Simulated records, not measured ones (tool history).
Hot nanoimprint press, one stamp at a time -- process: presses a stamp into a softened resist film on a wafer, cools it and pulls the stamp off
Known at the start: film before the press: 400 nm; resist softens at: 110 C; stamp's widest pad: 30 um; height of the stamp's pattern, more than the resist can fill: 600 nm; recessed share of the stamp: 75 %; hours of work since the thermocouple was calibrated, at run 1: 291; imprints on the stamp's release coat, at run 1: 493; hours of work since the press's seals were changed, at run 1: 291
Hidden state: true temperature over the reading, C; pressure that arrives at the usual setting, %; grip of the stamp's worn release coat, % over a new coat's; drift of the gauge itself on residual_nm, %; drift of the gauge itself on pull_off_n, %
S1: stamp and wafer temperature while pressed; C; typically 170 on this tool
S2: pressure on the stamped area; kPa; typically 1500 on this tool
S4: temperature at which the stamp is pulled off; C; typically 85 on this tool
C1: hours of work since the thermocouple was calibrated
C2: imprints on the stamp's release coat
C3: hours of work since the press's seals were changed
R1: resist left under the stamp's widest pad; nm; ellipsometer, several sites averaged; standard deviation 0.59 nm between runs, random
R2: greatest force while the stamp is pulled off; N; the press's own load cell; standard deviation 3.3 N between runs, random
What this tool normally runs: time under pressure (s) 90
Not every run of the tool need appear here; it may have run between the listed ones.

{"run": 1, "hour": 0.0, "S1": 170, "S2": 1500, "time under pressure (s)": 90, "S4": 85, "C1": 291, "C2": 493, "C3": 291, "R1": 141.3, "R2": 154}
{"run": 2, "hour": 46.4, "S1": 170, "S2": 1500, "time under pressure (s)": 90, "S4": 85, "C1": 323, "C2": 634, "C3": 323, "R1": 141.2, "R2": 158}
{"run": 3, "hour": 124.1, "S1": 170, "S2": 1500, "time under pressure (s)": 57, "S4": 85, "C1": 377, "C2": 871, "C3": 377, "R1": 166.1, "R2": 163}
{"run": 4, "hour": 167.2, "S1": 170, "S2": 1500, "time under pressure (s)": 57, "S4": 85, "C1": 407, "C2": 1002, "C3": 407, "R1": 166.2, "R2": 155}
{"run": 5, "hour": 254.1, "S1": 170, "S2": 1500, "time under pressure (s)": 57, "S4": 85, "C1": 467, "C2": 1266, "C3": 467, "R1": 167.0, "R2": 160}
{"hour": 303.8, "done": "plate thermocouple calibrated"}
{"run": 6, "hour": 319.8, "S1": 170, "S2": 1500, "time under pressure (s)": 57, "S4": 85, "C1": 11, "C2": 1456, "C3": 510, "R1": 165.5, "R2": 159}
{"hour": 372.4, "done": "stamp cleaned and given a new release coat"}
{"run": 7, "hour": 409.3, "S1": 170, "S2": 1500, "time under pressure (s)": 90, "S4": 85, "C1": 69, "C2": 112, "C3": 568, "R1": 141.0, "R2": 158}
{"run": 8, "hour": 455.5, "S1": 170, "S2": 1500, "time under pressure (s)": 90, "S4": 85, "C1": 101, "C2": 253, "C3": 599, "R1": 140.7, "R2": 156}
{"run": 9, "hour": 517.1, "S1": 170, "S2": 1500, "time under pressure (s)": 90, "S4": 85, "C1": 143, "C2": 440, "C3": 642, "R1": 141.5, "R2": 157}
{"run": 10, "hour": 559.8, "S1": 170, "S2": 2240, "time under pressure (s)": 90, "S4": 85, "C1": 173, "C2": 570, "C3": 672, "R1": 111.3, "R2": 157}
{"run": 11, "hour": 618.0, "S1": 170, "S2": 1500, "time under pressure (s)": 90, "S4": 85, "C1": 213, "C2": 747, "C3": 712, "R1": 141.2, "R2": 160}
{"run": 12, "hour": 656.6, "S1": 170, "S2": 1500, "time under pressure (s)": 90, "S4": 85, "C1": 239, "C2": 864, "C3": 738, "R1": 141.0, "R2": 156}
{"run": 13, "hour": 747.5, "S1": 170, "S2": 1500, "time under pressure (s)": 90, "S4": 85, "C1": 302, "C2": 1141, "C3": 801, "R1": 141.1, "R2": 162}
{"run": 14, "hour": 791.9, "S1": 170, "S2": 1500, "time under pressure (s)": 90, "S4": 85, "C1": 333, "C2": 1276, "C3": 832, "R1": 140.7, "R2": 162}
{"run": 15, "hour": 866.2, "S1": 170, "S2": 1500, "time under pressure (s)": 90, "S4": 85, "C1": 384, "C2": 1502, "C3": 883, "R1": 140.3, "R2": 159}
{"hour": 898.1, "done": "stamp cleaned and given a new release coat"}
{"run": 16, "hour": 960.7, "S1": 162, "S2": 1280, "time under pressure (s)": 72, "S4": 85, "C1": 445, "C2": 190, "C3": 944, "R1": 227.1, "R2": 152}
{"run": 17, "hour": 1007.9, "S1": 162, "S2": 1280, "time under pressure (s)": 72, "S4": 85, "C1": 478, "C2": 333, "C3": 977, "R1": 226.3, "R2": 157}
{"hour": 1037.9, "done": "plate thermocouple calibrated"}
{"run": 18, "hour": 1048.4, "S1": 162, "S2": 1280, "time under pressure (s)": 72, "S4": 85, "C1": 7, "C2": 447, "C3": 1003, "R1": 226.9, "R2": 161}
{"hour": 1086.3, "done": "press's hydraulic seals changed and the load cell set to zero"}
{"run": 19, "hour": 1127.5, "S1": 159, "S2": 1120, "time under pressure (s)": 133, "S4": 78, "C1": 56, "C2": 664, "C3": 28, "R1": 224.9, "R2": 160}
{"run": 20, "hour": 1173.2, "S1": 174, "S2": 1820, "time under pressure (s)": 144, "S4": 86, "C1": 88, "C2": 803, "C3": 60, "R1": 90.4, "R2": 161}
{"run": 21, "hour": 1266.1, "S1": 176, "S2": 1890, "time under pressure (s)": 120, "S4": 72, "C1": 152, "C2": 1085, "C3": 124, "R1": 87.4, "R2": 172}
{"run": 22, "hour": 1354.9, "S1": 176, "S2": 930, "time under pressure (s)": 76, "S4": 72, "C1": 213, "C2": 1355, "C3": 185, "R1": 154.8, "R2": 170}
{"hour": 1433.7, "done": "stamp cleaned and given a new release coat"}
{"run": 23, "hour": 1433.7, "S1": 176, "S2": 930, "time under pressure (s)": 76, "S4": 81, "C1": 264, "C2": 0, "C3": 236, "R1": 155.9, "R2": 165}
{"run": 24, "hour": 1525.3, "S1": 176, "S2": 930, "time under pressure (s)": 76, "S4": 81, "C1": 327, "C2": 278, "C3": 299, "R1": 155.5, "R2": 165}
{"run": 25, "hour": 1583.5, "S1": 175, "S2": 1860, "time under pressure (s)": 98, "S4": 72, "C1": 367, "C2": 455, "C3": 339, "R1": 99.6, "R2": 171}
{"run": 26, "hour": 1657.7, "S1": 175, "S2": 1860, "time under pressure (s)": 98, "S4": 72, "C1": 418, "C2": 681, "C3": 390, "R1": 98.2, "R2": 174}
{"run": 27, "hour": 1729.0, "S1": 175, "S2": 1860, "time under pressure (s)": 98, "S4": 72, "C1": 468, "C2": 897, "C3": 440, "R1": 98.6, "R2": 177}
{"hour": 1777.7, "done": "plate thermocouple calibrated"}
{"run": 28, "hour": 1784.8, "S1": 175, "S2": 1860, "time under pressure (s)": 98, "S4": 72, "C1": 5, "C2": 1058, "C3": 476, "R1": 98.6, "R2": 174}
{"run": 29, "hour": 1829.1, "S1": 175, "S2": 1500, "time under pressure (s)": 90, "S4": 79, "C1": 36, "C2": 1193, "C3": 507, "R1": 115.7, "R2": 169}

Forecast each of these 3 alternatives for the next run:
{"run": "A", "hour": 1915.2, "S1": 170, "S2": 1500, "time under pressure (s)": 90, "S4": 91, "C1": 95, "C2": 1455, "C3": 566, "R1": "?", "R2": "?"}
{"run": "B", "hour": 1915.2, "S1": 170, "S2": 1500, "time under pressure (s)": 154, "S4": 85, "C1": 95, "C2": 1455, "C3": 566, "R1": "?", "R2": "?"}
{"run": "C", "hour": 1915.2, "S1": 175, "S2": 1500, "time under pressure (s)": 74, "S4": 87, "C1": 95, "C2": 1455, "C3": 566, "R1": "?", "R2": "?"}

run=A R1=139.8 R2=151
run=B R1=115.6 R2=160
run=C R1=124.0 R2=152
What these runs would have given with no unlogged condition in the tool:
run=A R1=139.8 R2=149
run=B R1=115.5 R2=158
run=C R1=124.0 R2=150
